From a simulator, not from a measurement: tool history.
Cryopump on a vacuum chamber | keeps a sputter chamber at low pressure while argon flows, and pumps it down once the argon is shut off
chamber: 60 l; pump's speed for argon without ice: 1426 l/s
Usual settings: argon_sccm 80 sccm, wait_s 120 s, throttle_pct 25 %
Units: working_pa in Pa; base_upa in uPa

run,hour,argon_sccm,wait_s,throttle_pct,working_pa,base_upa
1,0.0,80,120,25,0.3898,1.28
2,33.1,80,120,25,0.3889,1.31
3,63.5,80,120,25,0.3882,1.38
4,112.1,42,120,25,0.2058,1.38
5,139.6,80,120,17,0.5708,1.42
6,182.7,80,120,17,0.5712,1.42
7,227.5,80,120,33,0.3018,1.55
8,257.4,41,120,33,0.1564,1.53
9,282.0,41,120,33,0.1562,1.55
# hour 316.0: leaking fittings of the chamber tightened, without venting
10,331.5,41,120,33,0.1562,0.59
11,363.9,41,120,33,0.1558,0.58
12,408.5,47,120,25,0.2327,0.61
13,437.4,47,120,25,0.2325,0.63
14,486.5,47,120,25,0.2320,0.71
15,530.5,47,120,25,0.2359,0.73
16,590.9,80,120,25,0.3980,0.81
17,650.5,80,120,25,0.4032,0.85
18,710.8,80,120,25,0.4023,0.88
# hour 729.5: pump warmed up, emptied and cooled again
19,768.8,69,120,20,0.4099,0.84
20,822.1,69,120,20,0.4106,0.89

The next listed run, before its measurement:
21,872.9,134,130,20,?,?

working_pa: 0.8001 Pa
base_upa: 0.92 uPa
Without the tool's hidden state the same run would have given working_pa 0.7945 Pa, base_upa 0.48 uPa.

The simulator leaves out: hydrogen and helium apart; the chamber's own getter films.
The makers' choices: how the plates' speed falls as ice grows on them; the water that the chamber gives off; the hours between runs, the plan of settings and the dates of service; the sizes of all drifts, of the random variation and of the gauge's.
